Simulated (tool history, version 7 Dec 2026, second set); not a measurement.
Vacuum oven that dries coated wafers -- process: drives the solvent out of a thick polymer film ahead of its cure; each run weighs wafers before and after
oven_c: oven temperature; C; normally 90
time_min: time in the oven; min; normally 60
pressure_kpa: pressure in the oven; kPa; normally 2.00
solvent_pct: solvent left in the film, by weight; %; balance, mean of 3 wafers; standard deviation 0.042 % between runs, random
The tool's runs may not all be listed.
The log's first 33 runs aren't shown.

run,hour,oven_c,time_min,pressure_kpa,hours of work since the thermocouples were calibrated,hours of work since the vacuum gauge was cleaned of residue,solvent_pct
34,322.4,105,38,2.51,820,401,1.78
35,335.0,79,60,1.80,829,410,7.19
36,345.7,79,60,1.78,837,418,7.25
37,352.5,77,37,2.15,842,423,9.54
38,363.9,102,46,1.40,850,431,1.53
39,373.4,80,46,1.40,857,438,7.83
40,386.7,90,60,2.64,866,448,4.09
41,399.8,90,60,2.64,876,457,4.08
42,409.4,90,38,2.00,883,464,5.67
43,419.1,90,38,2.00,890,471,5.70
44,429.3,90,41,1.59,898,479,5.26
45,441.7,95,83,2.99,907,488,2.03
46,449.3,96,83,2.99,912,493,1.81
47,461.7,92,83,1.77,921,502,2.13
48,472.0,93,42,1.77,929,510,4.28

3 ways to go on from here, each from the tool as it stands after run 48. What would each give?
A,481.7,90,68,2.54,936,517,?
B,481.7,93,42,7.49,936,517,?
C,481.7,95,83,2.00,936,517,?

run,solvent_pct
A,3.62
B,6.32
C,1.68
The same runs, with their run-to-run variation unchanged, on a tool lacking any hidden condition would have given:
run,solvent_pct
A,3.33
B,6.00
C,1.50
